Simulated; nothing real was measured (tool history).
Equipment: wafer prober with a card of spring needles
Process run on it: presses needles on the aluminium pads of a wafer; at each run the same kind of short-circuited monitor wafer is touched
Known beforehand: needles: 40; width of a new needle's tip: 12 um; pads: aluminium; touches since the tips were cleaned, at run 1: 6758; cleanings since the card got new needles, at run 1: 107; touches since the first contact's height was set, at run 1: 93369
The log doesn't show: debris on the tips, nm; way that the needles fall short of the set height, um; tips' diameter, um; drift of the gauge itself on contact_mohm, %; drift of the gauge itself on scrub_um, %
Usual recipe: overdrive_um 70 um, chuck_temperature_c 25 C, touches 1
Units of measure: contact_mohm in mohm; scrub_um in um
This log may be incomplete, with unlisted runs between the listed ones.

run	hour	overdrive_um	chuck_temperature_c	touches	touches since the tips were cleaned	cleanings since the card got new needles	touches since the first contact's height was set	contact_mohm	scrub_um
1	0	70	25	1	6758	107	93369	225	14.27
# hour 3.8: tips cleaned on abrasive film
# hour 16.8: height of the first contact set anew
# hour 26.1: tips cleaned on abrasive film
2	42.4	70	25	1	7474	109	11698	245	14.53
# hour 47.1: tips cleaned on abrasive film
# hour 67.6: tips cleaned on abrasive film
3	86	70	25	1	8427	111	31580	245	14.44
# hour 90.2: tips cleaned on abrasive film
# hour 112.6: tips cleaned on abrasive film
# hour 133.2: tips cleaned on abrasive film
4	137.7	67	25	1	2077	114	55179	167	13.75
# hour 153.6: tips cleaned on abrasive film
# hour 176.2: tips cleaned on abrasive film
5	177	70	26	1	337	116	73084	132	14.35
# hour 184.6: tips cleaned on abrasive film, once more
# hour 206.2: tips cleaned on abrasive film
6	216.7	70	26	1	4816	118	91234	218	14.3
# hour 227.6: tips cleaned on abrasive film
# hour 237.1: height of the first contact set anew
# hour 248: tips cleaned on abrasive film
# hour 270.5: tips cleaned on abrasive film
7	282.4	70	26	1	5480	121	20703	230	14.51
# hour 291.7: tips cleaned on abrasive film
# hour 314: tips cleaned on abrasive film
# hour 334.6: tips cleaned on abrasive film
8	341.7	62	25	1	3248	124	47750	207	12.77
# hour 353.9: tips cleaned on abrasive film
# hour 374.4: tips cleaned on abrasive film
# hour 393.2: tips cleaned on abrasive film
9	399.8	62	25	1	3009	127	74251	231	12.7
# hour 413.9: tips cleaned on abrasive film
# hour 434.4: tips cleaned on abrasive film
# hour 453.7: tips cleaned on abrasive film
10	453.7	62	25	1	0	130	98843	123	12.64
# hour 457.5: height of the first contact set anew
# hour 474.6: tips cleaned on abrasive film
11	481.2	64	25	1	3013	131	10783	225	13.26
# hour 493.3: tips cleaned on abrasive film
# hour 514.4: tips cleaned on abrasive film
12	520.7	64	25	1	2883	133	28818	205	13.24
# hour 533.9: tips cleaned on abrasive film
# hour 553.6: tips cleaned on abrasive film
13	567.9	65	25	1	6587	135	50395	277	13.39
# hour 572.6: tips cleaned on abrasive film
# hour 592.5: tips cleaned on abrasive film
# hour 611.1: tips cleaned on abrasive film
14	621.5	65	25	1	4800	138	74839	246	13.33
# hour 630.9: tips cleaned on abrasive film
# hour 651.1: tips cleaned on abrasive film
# hour 672.6: tips cleaned on abrasive film
# hour 678.7: height of the first contact set anew
15	683.8	65	25	1	5018	141	2361	248	13.51
# hour 693.1: tips cleaned on abrasive film
# hour 714.6: tips cleaned on abrasive film
# hour 733.6: tips cleaned on abrasive film
16	735.9	65	32	1	1049	144	26125	167	13.42
# hour 756.6: tips cleaned on abrasive film
17	764.3	56	32	2	3538	145	39081	212	11.52
# hour 776.6: tips cleaned on abrasive film
# hour 796.4: tips cleaned on abrasive film
18	801.9	56	32	2	2523	147	56252	191	11.5
# hour 817.9: tips cleaned on abrasive film
# hour 839.5: tips cleaned on abrasive film
# hour 861.7: tips cleaned on abrasive film
19	867.6	56	32	2	2698	150	86206	195	11.42
# hour 880.8: tips cleaned on abrasive film
# hour 898.2: height of the first contact set anew
20	898.2	70	25	3	7835	151	0	168	14.54
# hour 901: tips cleaned on abrasive film
# hour 922.6: tips cleaned on abrasive film
# hour 943.9: tips cleaned on abrasive film
# hour 964.4: tips cleaned on abrasive film
21	964.4	76	77	1	0	155	30170	128	15.67
# hour 985: tips cleaned on abrasive film
# hour 1005.1: tips cleaned on abrasive film
22	1009.4	70	112	1	1997	157	50741	197	14.41
# hour 1026.3: tips cleaned on abrasive film
# hour 1048.3: tips cleaned on abrasive film
23	1050.5	54	26	3	992	159	69468	141	11.03
# hour 1069.5: tips cleaned on abrasive film
# hour 1089.1: tips cleaned on abrasive film
# hour 1109.2: tips cleaned on abrasive film
24	1113.6	54	26	3	1997	162	98271	166	10.96
# hour 1118.5: height of the first contact set anew
# hour 1130.6: tips cleaned on abrasive film
25	1144.8	60	31	1	6530	163	12048	314	12.43
# hour 1149.5: tips cleaned on abrasive film
# hour 1171.3: tips cleaned on abrasive film
# hour 1191.2: tips cleaned on abrasive film
26	1196.8	60	31	1	2587	166	35744	251	12.38
# hour 1212.7: tips cleaned on abrasive film
# hour 1231.9: tips cleaned on abrasive film
27	1247.6	70	94	1	7209	168	58935	262	14.37

What if the next run were any one of these 4? Each begins from the tool's condition after run 27:
# hour 1252.2: tips cleaned on abrasive film
# hour 1273.3: tips cleaned on abrasive film
# hour 1294.8: tips cleaned on abrasive film
A	1298.1	70	47	1	1535	171	81983	?	?
# hour 1252.2: tips cleaned on abrasive film
# hour 1273.3: tips cleaned on abrasive film
# hour 1294.8: tips cleaned on abrasive film
B	1298.1	59	25	3	1535	171	81983	?	?
# hour 1252.2: tips cleaned on abrasive film
# hour 1273.3: tips cleaned on abrasive film
# hour 1294.8: tips cleaned on abrasive film
C	1298.1	70	25	2	1535	171	81983	?	?
# hour 1252.2: tips cleaned on abrasive film
# hour 1273.3: tips cleaned on abrasive film
# hour 1294.8: tips cleaned on abrasive film
D	1298.1	70	25	2	1535	171	81983	?	?

run	contact_mohm	scrub_um
A	184	14.33
B	152	12.05
C	159	14.34
D	154	14.34
Had the tool no hidden state, the same runs would have come out as:
run	contact_mohm	scrub_um
A	109	14.54
B	109	12.26
C	110	14.54
D	106	14.55
